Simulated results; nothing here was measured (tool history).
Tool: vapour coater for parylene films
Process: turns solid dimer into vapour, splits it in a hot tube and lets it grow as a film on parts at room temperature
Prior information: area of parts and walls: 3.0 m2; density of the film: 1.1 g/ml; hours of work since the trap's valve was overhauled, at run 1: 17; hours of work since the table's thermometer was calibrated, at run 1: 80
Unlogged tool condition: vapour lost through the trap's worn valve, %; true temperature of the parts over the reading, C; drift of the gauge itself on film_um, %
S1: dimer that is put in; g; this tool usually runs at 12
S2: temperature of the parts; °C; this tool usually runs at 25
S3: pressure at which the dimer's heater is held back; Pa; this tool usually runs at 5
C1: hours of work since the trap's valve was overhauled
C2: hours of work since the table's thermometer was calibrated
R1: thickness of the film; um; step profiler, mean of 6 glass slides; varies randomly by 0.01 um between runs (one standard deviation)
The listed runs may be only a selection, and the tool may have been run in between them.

| run | hour | S1 | S2 | S3 | C1 | C2 | R1 |
|---|---|---|---|---|---|---|---|
| 1 | 0 | 12 | 25 | 5 | 17 | 80 | 2.24 |
| 2 | 17.3 | 12 | 25 | 5 | 25 | 89 | 2.24 |
| 3 | 32.2 | 12 | 25 | 5 | 32 | 96 | 2.23 |
| 4 | 61.5 | 12 | 25 | 5 | 47 | 110 | 2.21 |
| 5 | 86.1 | 12 | 25 | 5 | 58 | 122 | 2.21 |
|  | 89.4 | table's thermometer calibrated |
| 6 | 104.1 | 12 | 25 | 5 | 66 | 7 | 2.21 |
| 7 | 133.7 | 6 | 20 | 3.02 | 81 | 21 | 1.47 |
| 8 | 151 | 10 | 20 | 9.19 | 89 | 30 | 2.11 |
| 9 | 168 | 21 | 25 | 3.6 | 97 | 38 | 4 |
| 10 | 184.9 | 17 | 25 | 5.2 | 105 | 46 | 3.08 |
| 11 | 204.9 | 7 | 29 | 9.75 | 115 | 55 | 0.97 |

Alternative continuations, all from the tool just after run 11; predict every row:
| A | 218.3 | 19 | 25 | 2.2 | 121 | 62 | ? |
| B | 218.3 | 22 | 32 | 4.38 | 121 | 62 | ? |
| C | 218.3 | 19 | 29 | 9.75 | 121 | 62 | ? |
| D | 218.3 | 10 | 24 | 3.1 | 121 | 62 | ? |

| run | R1 |
|---|---|
| A | 3.86 |
| B | 3 |
| C | 2.67 |
| D | 2.02 |
Without the tool's hidden state the same runs would have given:
| run | R1 |
|---|---|
| A | 3.95 |
| B | 3.07 |
| C | 2.73 |
| D | 2.07 |
